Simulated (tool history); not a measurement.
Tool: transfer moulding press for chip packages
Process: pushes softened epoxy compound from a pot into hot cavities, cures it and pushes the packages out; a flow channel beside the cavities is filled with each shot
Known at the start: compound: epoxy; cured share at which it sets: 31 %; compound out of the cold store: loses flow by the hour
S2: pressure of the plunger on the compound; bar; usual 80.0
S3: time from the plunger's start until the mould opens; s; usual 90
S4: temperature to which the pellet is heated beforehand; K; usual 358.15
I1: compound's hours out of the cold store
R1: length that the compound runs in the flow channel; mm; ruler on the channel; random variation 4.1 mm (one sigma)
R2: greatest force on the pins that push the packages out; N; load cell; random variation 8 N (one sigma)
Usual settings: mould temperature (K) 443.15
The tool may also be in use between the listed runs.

run 1 hour=0.0 | mould_temperature_(K)=443.15 S2=80.0 S3=90 S4=358.15 | I1=25.2 | R1=899 R2=425
run 2 hour=8.7 | mould_temperature_(K)=443.15 S2=80.0 S3=75 S4=358.15 | I1=38.4 | R1=851 R2=494
run 3 hour=24.8 | mould_temperature_(K)=443.15 S2=80.0 S3=75 S4=358.15 | I1=27.9 | R1=882 R2=576
run 4 hour=40.7 | mould_temperature_(K)=443.15 S2=72.5 S3=90 S4=358.15 | I1=9.5 | R1=912 R2=484
run 5 hour=57.4 | mould_temperature_(K)=443.15 S2=80.0 S3=90 S4=358.15 | I1=13.5 | R1=948 R2=514
run 6 hour=66.5 | mould_temperature_(K)=443.15 S2=80.0 S3=90 S4=362.15 | I1=17.6 | R1=923 R2=511
-- hour=74.8 cavities cleaned with cleaning compound and waxed
run 7 hour=81.4 | mould_temperature_(K)=443.15 S2=80.0 S3=90 S4=362.15 | I1=13.6 | R1=940 R2=530
run 8 hour=89.4 | mould_temperature_(K)=443.15 S2=80.0 S3=73 S4=362.15 | I1=33.5 | R1=855 R2=649
run 9 hour=97.4 | mould_temperature_(K)=443.15 S2=80.0 S3=76 S4=358.15 | I1=41.9 | R1=830 R2=642
run 10 hour=107.4 | mould_temperature_(K)=443.15 S2=80.0 S3=76 S4=358.15 | I1=34.2 | R1=849 R2=611
run 11 hour=120.1 | mould_temperature_(K)=443.15 S2=80.0 S3=106 S4=358.15 | I1=12.0 | R1=946 R2=501
run 12 hour=129.9 | mould_temperature_(K)=443.15 S2=80.0 S3=106 S4=358.15 | I1=28.0 | R1=873 R2=511
-- hour=143.1 cavities cleaned with cleaning compound and waxed, once more
run 13 hour=143.1 | mould_temperature_(K)=441.15 S2=84.8 S3=98 S4=365.15 | I1=9.4 | R1=994 R2=345
run 14 hour=151.5 | mould_temperature_(K)=441.15 S2=84.8 S3=98 S4=365.15 | I1=14.1 | R1=974 R2=360
-- hour=161.9 plunger's sealing rings changed
run 15 hour=169.1 | mould_temperature_(K)=441.15 S2=85.9 S3=113 S4=350.15 | I1=10.2 | R1=1031 R2=406
run 16 hour=179.4 | mould_temperature_(K)=441.15 S2=85.9 S3=125 S4=350.15 | I1=40.2 | R1=904 R2=395
run 17 hour=194.1 | mould_temperature_(K)=439.15 S2=93.2 S3=90 S4=358.15 | I1=47.6 | R1=911 R2=497
run 18 hour=203.3 | mould_temperature_(K)=443.15 S2=62.1 S3=92 S4=352.15 | I1=32.7 | R1=787 R2=458
run 19 hour=219.6 | mould_temperature_(K)=440.15 S2=80.0 S3=90 S4=357.15 | I1=38.6 | R1=872 R2=529
run 20 hour=227.5 | mould_temperature_(K)=440.15 S2=80.0 S3=90 S4=357.15 | I1=9.0 | R1=989 R2=551
run 21 hour=243.6 | mould_temperature_(K)=449.15 S2=80.0 S3=120 S4=358.15 | I1=12.7 | R1=945 R2=485
-- hour=249.0 cavities cleaned with cleaning compound and waxed
run 22 hour=260.8 | mould_temperature_(K)=443.15 S2=80.0 S3=81 S4=360.15 | I1=29.7 | R1=896 R2=408
run 23 hour=272.9 | mould_temperature_(K)=442.15 S2=80.0 S3=77 S4=365.15 | I1=22.4 | R1=936 R2=510
run 24 hour=286.3 | mould_temperature_(K)=442.15 S2=80.0 S3=77 S4=365.15 | I1=44.9 | R1=830 R2=508

4 ways to go on from here, each from the tool as it stands after run 24. What would each give?
run A hour=294.4 | mould_temperature_(K)=436.15 S2=65.3 S3=77 S4=363.15 | I1=44.2 | R1=? R2=?
run B hour=294.4 | mould_temperature_(K)=442.15 S2=90.1 S3=80 S4=352.15 | I1=28.0 | R1=? R2=?
run C hour=294.4 | mould_temperature_(K)=440.15 S2=78.0 S3=77 S4=365.15 | I1=39.4 | R1=? R2=?
run D hour=294.4 | mould_temperature_(K)=443.15 S2=80.0 S3=90 S4=354.15 | I1=14.6 | R1=? R2=?

run=A R1=779 R2=776
run=B R1=961 R2=520
run=C R1=841 R2=593
run=D R1=956 R2=443
Without the tool's hidden state the same runs would have given:
run=A R1=787 R2=584
run=B R1=971 R2=398
run=C R1=849 R2=449
run=D R1=966 R2=341

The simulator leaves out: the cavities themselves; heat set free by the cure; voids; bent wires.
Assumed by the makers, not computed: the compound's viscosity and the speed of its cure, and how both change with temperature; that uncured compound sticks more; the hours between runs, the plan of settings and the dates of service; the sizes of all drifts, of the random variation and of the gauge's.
